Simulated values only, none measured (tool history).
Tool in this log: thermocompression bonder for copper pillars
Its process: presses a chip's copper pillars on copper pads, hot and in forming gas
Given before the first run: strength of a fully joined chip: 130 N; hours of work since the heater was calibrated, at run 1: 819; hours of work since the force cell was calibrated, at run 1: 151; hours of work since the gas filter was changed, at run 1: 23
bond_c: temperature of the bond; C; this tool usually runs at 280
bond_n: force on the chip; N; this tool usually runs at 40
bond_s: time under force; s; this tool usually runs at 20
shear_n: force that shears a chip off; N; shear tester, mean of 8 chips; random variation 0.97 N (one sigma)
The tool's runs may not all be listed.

run   hour  bond_c  bond_n  bond_s  hours of work since the heater was calibrated  hours of work since the force cell was calibrated  hours of work since the gas filter was changed  shear_n
  1      0     280      40      20                                            819                                                151                                              23     93.5
  2   25.4     280      40      20                                            832                                                164                                              36     95.4
  3     44     280      40      20                                            841                                                173                                              45     94.9
  4   74.5     261      40      20                                            857                                                189                                              61       81
  5   95.9     261      40      20                                            867                                                199                                              71       81
  6    115     280      46      20                                            877                                                209                                              81    102.7
  7  135.8     280      46      20                                            887                                                219                                              91    104.3
  8  163.9     280      36      20                                            901                                                233                                             105     87.9
  9  182.5     280      40      20                                            911                                                243                                             115       94
 10  217.4     280      40      20                                            928                                                260                                             132     93.2
 11  242.3     275      40      20                                            941                                                273                                             144     90.6
 12    262     275      40      20                                            951                                                282                                             154     92.4
 13  284.1     275      40      20                                            962                                                293                                             165     93.8
 14  305.2     275      40      35                                            972                                                304                                             176    104.7
     309.8  -- force cell calibrated
 15  323.9     266      52      11                                            981                                                  7                                             185     91.4
 16  357.3     291      33      46                                            997                                                 24                                             201    107.3
 17  385.4     295      47      17                                           1012                                                 38                                             215    110.3
 18  417.4     267      37      17                                           1028                                                 54                                             231     78.6
 19  447.8     267      37      17                                           1043                                                 69                                             247     78.2
 20  472.3     296      31      21                                           1055                                                 81                                             259     90.2
 21  492.8     300      30      33                                           1065                                                 92                                             269    101.8

Run 22, settings as shown, results not yet in. Your forecast:
     512.6  -- force cell calibrated, once more
 22  519.8     300      30      33                                           1078                                                  4                                             282        ?

Run 22 gave shear_n 98.6 N.
Minus the tool's unlogged condition, the same run would have read shear_n 93.4 N.
